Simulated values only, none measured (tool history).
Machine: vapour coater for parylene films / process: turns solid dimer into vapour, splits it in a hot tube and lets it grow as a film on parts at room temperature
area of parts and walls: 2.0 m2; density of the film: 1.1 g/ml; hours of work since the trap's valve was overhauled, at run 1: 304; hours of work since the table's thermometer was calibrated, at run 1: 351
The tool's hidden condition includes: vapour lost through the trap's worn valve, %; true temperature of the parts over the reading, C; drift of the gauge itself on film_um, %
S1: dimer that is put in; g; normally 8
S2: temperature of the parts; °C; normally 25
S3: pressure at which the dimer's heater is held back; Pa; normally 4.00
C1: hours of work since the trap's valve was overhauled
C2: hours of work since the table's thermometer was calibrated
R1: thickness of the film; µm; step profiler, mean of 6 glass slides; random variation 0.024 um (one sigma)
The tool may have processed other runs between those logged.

{"run": 1, "hour": 0.0, "S1": 8, "S2": 25, "S3": 4.0, "C1": 304, "C2": 351, "R1": 2.09}
{"hour": 23.5, "done": "trap's valve overhauled"}
{"run": 2, "hour": 30.3, "S1": 8, "S2": 25, "S3": 4.0, "C1": 4, "C2": 368, "R1": 2.4}
{"run": 3, "hour": 70.4, "S1": 8, "S2": 25, "S3": 4.0, "C1": 30, "C2": 394, "R1": 2.37}
{"run": 4, "hour": 120.9, "S1": 8, "S2": 25, "S3": 4.0, "C1": 63, "C2": 427, "R1": 2.31}
{"run": 5, "hour": 144.7, "S1": 8, "S2": 25, "S3": 4.0, "C1": 78, "C2": 442, "R1": 2.31}
{"run": 6, "hour": 184.2, "S1": 8, "S2": 30, "S3": 4.0, "C1": 104, "C2": 468, "R1": 1.8}
{"run": 7, "hour": 214.0, "S1": 8, "S2": 30, "S3": 4.0, "C1": 123, "C2": 487, "R1": 1.77}
{"run": 8, "hour": 255.5, "S1": 8, "S2": 30, "S3": 4.0, "C1": 150, "C2": 514, "R1": 1.78}
{"run": 9, "hour": 278.6, "S1": 8, "S2": 25, "S3": 4.0, "C1": 165, "C2": 529, "R1": 2.22}
{"hour": 282.4, "done": "table's thermometer calibrated"}
{"run": 10, "hour": 311.8, "S1": 13, "S2": 21, "S3": 4.0, "C1": 186, "C2": 19, "R1": 4.24}
{"run": 11, "hour": 346.6, "S1": 8, "S2": 19, "S3": 4.0, "C1": 208, "C2": 42, "R1": 2.85}
{"run": 12, "hour": 374.8, "S1": 5, "S2": 27, "S3": 3.43, "C1": 227, "C2": 60, "R1": 1.26}
{"run": 13, "hour": 397.0, "S1": 5, "S2": 27, "S3": 3.43, "C1": 241, "C2": 74, "R1": 1.26}
{"hour": 424.1, "done": "table's thermometer calibrated, once more"}
{"run": 14, "hour": 426.3, "S1": 5, "S2": 17, "S3": 5.58, "C1": 259, "C2": 1, "R1": 1.77}
{"run": 15, "hour": 460.1, "S1": 9, "S2": 25, "S3": 6.29, "C1": 281, "C2": 23, "R1": 2.19}
{"run": 16, "hour": 509.8, "S1": 9, "S2": 25, "S3": 6.29, "C1": 313, "C2": 55, "R1": 2.13}
{"hour": 520.6, "done": "trap's valve overhauled"}
{"run": 17, "hour": 535.8, "S1": 4, "S2": 27, "S3": 7.27, "C1": 10, "C2": 70, "R1": 0.97}

4 options for the next run, each taken on its own from the tool as it stands now. Forecast them:
{"run": "A", "hour": 582.7, "S1": 8, "S2": 25, "S3": 4.3, "C1": 40, "C2": 100, "R1": "?"}
{"run": "B", "hour": 582.7, "S1": 8, "S2": 25, "S3": 2.15, "C1": 40, "C2": 100, "R1": "?"}
{"run": "C", "hour": 582.7, "S1": 13, "S2": 35, "S3": 4.35, "C1": 40, "C2": 100, "R1": "?"}
{"run": "D", "hour": 582.7, "S1": 8, "S2": 17, "S3": 4.0, "C1": 40, "C2": 100, "R1": "?"}

run=A R1=2.28
run=B R1=2.59
run=C R1=2.28
run=D R1=3.28
Take away the tool's hidden state, keep each run's random variation, and the runs would have read:
run=A R1=2.33
run=B R1=2.64
run=C R1=2.33
run=D R1=3.35
